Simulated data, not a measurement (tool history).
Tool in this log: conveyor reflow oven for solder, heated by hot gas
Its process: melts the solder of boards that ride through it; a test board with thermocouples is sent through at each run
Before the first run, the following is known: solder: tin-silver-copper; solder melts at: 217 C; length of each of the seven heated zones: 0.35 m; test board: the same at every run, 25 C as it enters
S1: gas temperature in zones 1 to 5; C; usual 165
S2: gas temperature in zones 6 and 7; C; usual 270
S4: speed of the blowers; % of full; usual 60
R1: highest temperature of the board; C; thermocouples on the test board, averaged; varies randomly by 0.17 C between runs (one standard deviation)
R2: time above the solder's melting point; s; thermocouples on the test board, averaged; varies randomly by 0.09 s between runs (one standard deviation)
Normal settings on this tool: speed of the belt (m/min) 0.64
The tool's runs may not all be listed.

run 1 hour=0 | S1=165 S2=270 speed_of_the_belt_(m/min)=0.64 S4=60 | R1=253.6 R2=48.03
-- hour=40.2 flux residue cleaned out of gas plates and filters
run 2 hour=53.4 | S1=165 S2=270 speed_of_the_belt_(m/min)=0.64 S4=60 | R1=253.3 R2=47.85
run 3 hour=87.7 | S1=165 S2=270 speed_of_the_belt_(m/min)=0.64 S4=60 | R1=252.8 R2=47.47
run 4 hour=128.8 | S1=165 S2=270 speed_of_the_belt_(m/min)=0.64 S4=60 | R1=253.1 R2=47.51
run 5 hour=156.3 | S1=165 S2=270 speed_of_the_belt_(m/min)=0.595 S4=60 | R1=255.2 R2=52.99
run 6 hour=183.5 | S1=165 S2=281 speed_of_the_belt_(m/min)=0.64 S4=60 | R1=262.4 R2=52.63
run 7 hour=213.7 | S1=165 S2=281 speed_of_the_belt_(m/min)=0.64 S4=60 | R1=262.6 R2=52.52
run 8 hour=245.1 | S1=165 S2=281 speed_of_the_belt_(m/min)=0.64 S4=60 | R1=262.3 R2=52.65
run 9 hour=294.3 | S1=165 S2=281 speed_of_the_belt_(m/min)=0.64 S4=60 | R1=262.5 R2=52.47
-- hour=304.3 flux residue cleaned out of gas plates and filters, once more
run 10 hour=328.3 | S1=165 S2=270 speed_of_the_belt_(m/min)=0.582 S4=60 | R1=256.9 R2=55.59
run 11 hour=370.9 | S1=165 S2=270 speed_of_the_belt_(m/min)=0.64 S4=60 | R1=253.9 R2=48.22
run 12 hour=397.6 | S1=165 S2=270 speed_of_the_belt_(m/min)=0.64 S4=60 | R1=253.8 R2=48.2
run 13 hour=432.2 | S1=165 S2=270 speed_of_the_belt_(m/min)=0.64 S4=60 | R1=253.7 R2=48.15
run 14 hour=474.3 | S1=165 S2=270 speed_of_the_belt_(m/min)=0.64 S4=60 | R1=253.7 R2=48.01
run 15 hour=513.4 | S1=165 S2=270 speed_of_the_belt_(m/min)=0.64 S4=60 | R1=253.2 R2=48.05
run 16 hour=558.9 | S1=168 S2=270 speed_of_the_belt_(m/min)=0.64 S4=60 | R1=253.7 R2=49.14
run 17 hour=583.1 | S1=168 S2=273 speed_of_the_belt_(m/min)=0.64 S4=60 | R1=256.4 R2=50.5
-- hour=611.1 flux residue cleaned out of gas plates and filters
run 18 hour=627 | S1=174 S2=270 speed_of_the_belt_(m/min)=0.632 S4=57 | R1=254.6 R2=52.16
run 19 hour=650 | S1=174 S2=270 speed_of_the_belt_(m/min)=0.632 S4=57 | R1=254.5 R2=51.78
run 20 hour=677.9 | S1=174 S2=258 speed_of_the_belt_(m/min)=0.632 S4=85 | R1=248.3 R2=49.9
run 21 hour=718.9 | S1=174 S2=258 speed_of_the_belt_(m/min)=0.632 S4=85 | R1=248.2 R2=49.65
run 22 hour=748.2 | S1=159 S2=276 speed_of_the_belt_(m/min)=0.515 S4=51 | R1=262.6 R2=65.22
run 23 hour=784.7 | S1=174 S2=283 speed_of_the_belt_(m/min)=0.701 S4=54 | R1=261.3 R2=49.48
run 24 hour=808.1 | S1=165 S2=265 speed_of_the_belt_(m/min)=0.64 S4=61 | R1=249 R2=45.4
run 25 hour=846.6 | S1=175 S2=265 speed_of_the_belt_(m/min)=0.64 S4=61 | R1=250.5 R2=49.33
run 26 hour=892.3 | S1=155 S2=267 speed_of_the_belt_(m/min)=0.64 S4=60 | R1=248.8 R2=42.38
-- hour=919 flux residue cleaned out of gas plates and filters
run 27 hour=921.5 | S1=165 S2=270 speed_of_the_belt_(m/min)=0.519 S4=83 | R1=262.5 R2=68.05
run 28 hour=946.3 | S1=178 S2=270 speed_of_the_belt_(m/min)=0.542 S4=60 | R1=259.7 R2=66.5
run 29 hour=989.7 | S1=178 S2=270 speed_of_the_belt_(m/min)=0.542 S4=60 | R1=259.6 R2=66.45
-- hour=1005.7 thermocouples of zones 6 and 7 changed
run 30 hour=1022.6 | S1=178 S2=281 speed_of_the_belt_(m/min)=0.566 S4=60 | R1=269.9 R2=67.91

Branching from run 30: 3 alternative next runs. What would each branch give?
run A hour=1054.4 | S1=178 S2=284 speed_of_the_belt_(m/min)=0.566 S4=60 | R1=? R2=?
run B hour=1054.4 | S1=162 S2=270 speed_of_the_belt_(m/min)=0.64 S4=60 | R1=? R2=?
run C hour=1054.4 | S1=158 S2=277 speed_of_the_belt_(m/min)=0.64 S4=60 | R1=? R2=?

run=A R1=272.4 R2=68.98
run=B R1=254.1 R2=47.77
run=C R1=259.4 R2=49.81
With the hidden condition removed and each run's random variation left untouched, the same runs would have given:
run=A R1=272.4 R2=68.01
run=B R1=254.1 R2=47.05
run=C R1=259.3 R2=49.06
